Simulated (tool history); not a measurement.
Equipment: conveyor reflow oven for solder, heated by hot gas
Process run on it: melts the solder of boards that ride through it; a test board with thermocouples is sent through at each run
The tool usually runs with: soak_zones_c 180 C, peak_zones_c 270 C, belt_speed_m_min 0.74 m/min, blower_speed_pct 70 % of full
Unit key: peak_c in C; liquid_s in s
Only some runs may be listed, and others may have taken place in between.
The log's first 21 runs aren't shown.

run,day,soak_zones_c,peak_zones_c,belt_speed_m_min,blower_speed_pct,hours of work since the flux was cleaned out,hours of work since the belt drive was overhauled,hours of work since the thermocouples were changed,peak_c,liquid_s
22,11.488,183,270,0.858,65,50,298,801,256.5,40.4
23,12.188,189,283,0.685,87,58,306,809,277.3,60.7
24,12.779,184,270,0.74,70,64,313,816,261.3,49.8
25,13.192,184,270,0.74,70,69,318,820,260.5,50
26,13.679,184,270,0.74,70,75,323,826,261.4,49.5
27,14.421,180,270,0.855,82,83,332,835,258.4,40.5
28,15,180,270,0.679,70,90,338,841,263.1,53.9
29,15.45,180,270,0.679,70,95,344,846,263.4,53.6
30,15.904,180,264,0.74,63,100,349,852,254.3,45.6

4 options for the next run, each taken on its own from the tool as it stands now. Forecast them:
A,16.6,180,266,0.74,70,108,357,860,?,?
B,16.6,180,271,0.74,67,108,357,860,?,?
C,16.6,183,270,0.831,70,108,357,860,?,?
D,16.6,180,281,0.74,81,108,357,860,?,?

run,peak_c,liquid_s
A,256.9,47.5
B,259.8,48.2
C,257,42.3
D,271.3,52.3
What these runs would have given with no unlogged condition in the tool:
run,peak_c,liquid_s
A,255.2,46.8
B,258.2,47.5
C,255.6,41.7
D,269.7,51.7
